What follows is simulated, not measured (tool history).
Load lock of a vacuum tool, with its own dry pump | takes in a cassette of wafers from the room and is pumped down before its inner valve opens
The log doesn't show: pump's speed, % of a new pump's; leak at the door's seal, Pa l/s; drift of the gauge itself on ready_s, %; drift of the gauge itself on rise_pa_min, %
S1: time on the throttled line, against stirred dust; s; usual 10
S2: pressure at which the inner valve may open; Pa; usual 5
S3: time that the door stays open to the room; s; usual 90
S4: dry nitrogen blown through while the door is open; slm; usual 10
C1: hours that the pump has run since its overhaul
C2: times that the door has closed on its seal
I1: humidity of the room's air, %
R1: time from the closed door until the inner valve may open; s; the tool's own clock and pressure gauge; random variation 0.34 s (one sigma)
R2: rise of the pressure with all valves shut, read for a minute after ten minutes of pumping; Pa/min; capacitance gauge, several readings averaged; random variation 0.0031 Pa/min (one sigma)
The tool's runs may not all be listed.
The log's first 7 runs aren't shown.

run 8 hour=2468.0 | S1=10 S2=5 S3=141 S4=10 | C1=8111 C2=8921 | I1=46.2 | R1=26.2 R2=0.066
run 9 hour=2958.1 | S1=10 S2=5 S3=141 S4=10 | C1=8602 C2=9720 | I1=46.3 | R1=26.7 R2=0.071
run 10 hour=3208.2 | S1=10 S2=5 S3=141 S4=10 | C1=8852 C2=10128 | I1=49.2 | R1=26.0 R2=0.068
run 11 hour=3420.5 | S1=10 S2=5 S3=141 S4=10 | C1=9064 C2=10474 | I1=47.1 | R1=26.7 R2=0.071
run 12 hour=3768.3 | S1=10 S2=5 S3=90 S4=10 | C1=9412 C2=11041 | I1=47.5 | R1=26.8 R2=0.051
run 13 hour=4248.7 | S1=10 S2=7 S3=90 S4=10 | C1=9892 C2=11824 | I1=43.2 | R1=25.8 R2=0.051
run 14 hour=4457.1 | S1=12 S2=5 S3=90 S4=10 | C1=10101 C2=12164 | I1=44.3 | R1=27.6 R2=0.048
run 15 hour=4692.5 | S1=12 S2=5 S3=90 S4=10 | C1=10336 C2=12548 | I1=45.3 | R1=28.1 R2=0.054
run 16 hour=4979.8 | S1=12 S2=5 S3=90 S4=10 | C1=10623 C2=13016 | I1=46.7 | R1=27.8 R2=0.054
run 17 hour=5243.7 | S1=16 S2=5 S3=90 S4=10 | C1=10887 C2=13447 | I1=45.5 | R1=31.2 R2=0.047
-- hour=5310.1 dry pump taken out, an overhauled one fitted
run 18 hour=5655.1 | S1=15 S2=5 S3=90 S4=10 | C1=345 C2=14108 | I1=45.6 | R1=30.2 R2=0.048
run 19 hour=6056.1 | S1=8 S2=5 S3=90 S4=27 | C1=746 C2=14762 | I1=42.4 | R1=24.9 R2=0.031
run 20 hour=6380.5 | S1=8 S2=9 S3=90 S4=17 | C1=1070 C2=15290 | I1=47.1 | R1=23.8 R2=0.043
run 21 hour=6877.1 | S1=8 S2=9 S3=90 S4=17 | C1=1567 C2=16100 | I1=43.3 | R1=23.9 R2=0.040
run 22 hour=7278.3 | S1=10 S2=5 S3=55 S4=29 | C1=1968 C2=16754 | I1=43.1 | R1=26.2 R2=0.029
run 23 hour=7714.1 | S1=17 S2=5 S3=36 S4=44 | C1=2404 C2=17465 | I1=46.9 | R1=31.7 R2=0.022
run 24 hour=7939.9 | S1=7 S2=9 S3=160 S4=15 | C1=2630 C2=17833 | I1=46.1 | R1=23.5 R2=0.059
run 25 hour=8352.0 | S1=7 S2=9 S3=160 S4=15 | C1=3042 C2=18505 | I1=46.3 | R1=22.6 R2=0.066

The next listed run, before its measurement:
run 26 hour=8827.7 | S1=10 S2=5 S3=67 S4=23 | C1=3518 C2=19281 | I1=45.6 | R1=? R2=?

Run 26 gave R1 26.8 s, R2 0.041 Pa/min.
Without the tool's hidden state the same run would have given R1 26.8 s, R2 0.040 Pa/min.
